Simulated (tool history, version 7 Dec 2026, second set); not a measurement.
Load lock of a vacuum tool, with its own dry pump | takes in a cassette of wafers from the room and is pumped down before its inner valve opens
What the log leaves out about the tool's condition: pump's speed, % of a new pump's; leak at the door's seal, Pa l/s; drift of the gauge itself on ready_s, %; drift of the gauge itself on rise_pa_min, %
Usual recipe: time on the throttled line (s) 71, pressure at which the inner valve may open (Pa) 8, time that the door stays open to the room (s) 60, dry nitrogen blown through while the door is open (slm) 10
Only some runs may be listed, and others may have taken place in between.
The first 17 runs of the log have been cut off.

| run | hour | time on the throttled line (s) | pressure at which the inner valve may open (Pa) | time that the door stays open to the room (s) | dry nitrogen blown through while the door is open (slm) | hours that the pump has run since its overhaul | times that the door has closed on its seal | incoming humidity of the room's air, % | time from the closed door until the inner valve may open (s) | rise of the pressure with all valves shut (Pa/min) |
|---|---|---|---|---|---|---|---|---|---|---|
| 18 | 2371.2 | 73 | 8 | 60 | 10 | 4475 | 18050 | 45.7 | 154.5 | 0.093 |
| 19 | 2537.6 | 73 | 8 | 60 | 10 | 4641 | 18678 | 43.8 | 155.4 | 0.091 |
| 20 | 2636.5 | 101 | 8 | 32 | 10 | 4740 | 19050 | 47.8 | 175.1 | 0.091 |
| 21 | 2734.5 | 133 | 8 | 204 | 12 | 4838 | 19420 | 41.5 | 199.7 | 0.123 |
| 22 | 2829.8 | 133 | 8 | 204 | 12 | 4933 | 19779 | 46.6 | 197.8 | 0.13 |
| 23 | 2950.9 | 52 | 12 | 204 | 12 | 5055 | 20235 | 48.7 | 136.7 | 0.135 |
| 24 | 3026.4 | 52 | 12 | 204 | 12 | 5130 | 20520 | 43.4 | 137 | 0.128 |
| 25 | 3160.6 | 52 | 12 | 204 | 12 | 5264 | 21025 | 46.1 | 135.9 | 0.134 |
| 26 | 3261.1 | 76 | 8 | 38 | 10 | 5365 | 21404 | 44.3 | 158.8 | 0.089 |
| 27 | 3373.6 | 49 | 15 | 38 | 21 | 5477 | 21828 | 43.6 | 132.7 | 0.091 |
| 28 | 3514.9 | 49 | 15 | 38 | 21 | 5619 | 22361 | 46.5 | 132.3 | 0.087 |
| 29 | 3653.7 | 55 | 8 | 50 | 42 | 5757 | 22884 | 46.1 | 145.7 | 0.091 |
| 30 | 3816.8 | 55 | 8 | 50 | 42 | 5920 | 23498 | 42.7 | 144 | 0.094 |
| 31 | 3955.7 | 71 | 9 | 45 | 9 | 6059 | 24022 | 45.9 | 157.1 | 0.11 |
| 32 | 4098.9 | 71 | 9 | 45 | 9 | 6203 | 24562 | 43.1 | 154.4 | 0.106 |
| 33 | 4227.8 | 71 | 9 | 32 | 5 | 6331 | 25047 | 46.2 | 154.1 | 0.117 |
| 34 | 4358.5 | 47 | 9 | 32 | 5 | 6462 | 25540 | 47.5 | 138.2 | 0.116 |
| 35 | 4458.9 | 71 | 13 | 29 | 7 | 6563 | 25918 | 46.5 | 151 | 0.116 |
| 36 | 4546.4 | 71 | 13 | 29 | 7 | 6650 | 26248 | 47 | 151.7 | 0.112 |
| 37 | 4627 | 71 | 13 | 29 | 7 | 6731 | 26552 | 42.8 | 150.9 | 0.111 |

Predict each of these 3 candidate next runs independently; none follows another, all start after run 37:
| A | 4722.6 | 71 | 6 | 62 | 5 | 6826 | 26912 | 47.3 | ? | ? |
| B | 4722.6 | 71 | 7 | 29 | 7 | 6826 | 26912 | 45.8 | ? | ? |
| C | 4722.6 | 94 | 15 | 29 | 18 | 6826 | 26912 | 43.8 | ? | ? |

| run | time from the closed door until the inner valve may open (s) | rise of the pressure with all valves shut (Pa/min) |
|---|---|---|
| A | 162.4 | 0.145 |
| B | 159.5 | 0.123 |
| C | 164.7 | 0.112 |
Take away the tool's hidden state, keep each run's random variation, and the runs would have read:
| run | time from the closed door until the inner valve may open (s) | rise of the pressure with all valves shut (Pa/min) |
|---|---|---|
| A | 154.1 | 0.055 |
| B | 151.4 | 0.033 |
| C | 158.4 | 0.022 |

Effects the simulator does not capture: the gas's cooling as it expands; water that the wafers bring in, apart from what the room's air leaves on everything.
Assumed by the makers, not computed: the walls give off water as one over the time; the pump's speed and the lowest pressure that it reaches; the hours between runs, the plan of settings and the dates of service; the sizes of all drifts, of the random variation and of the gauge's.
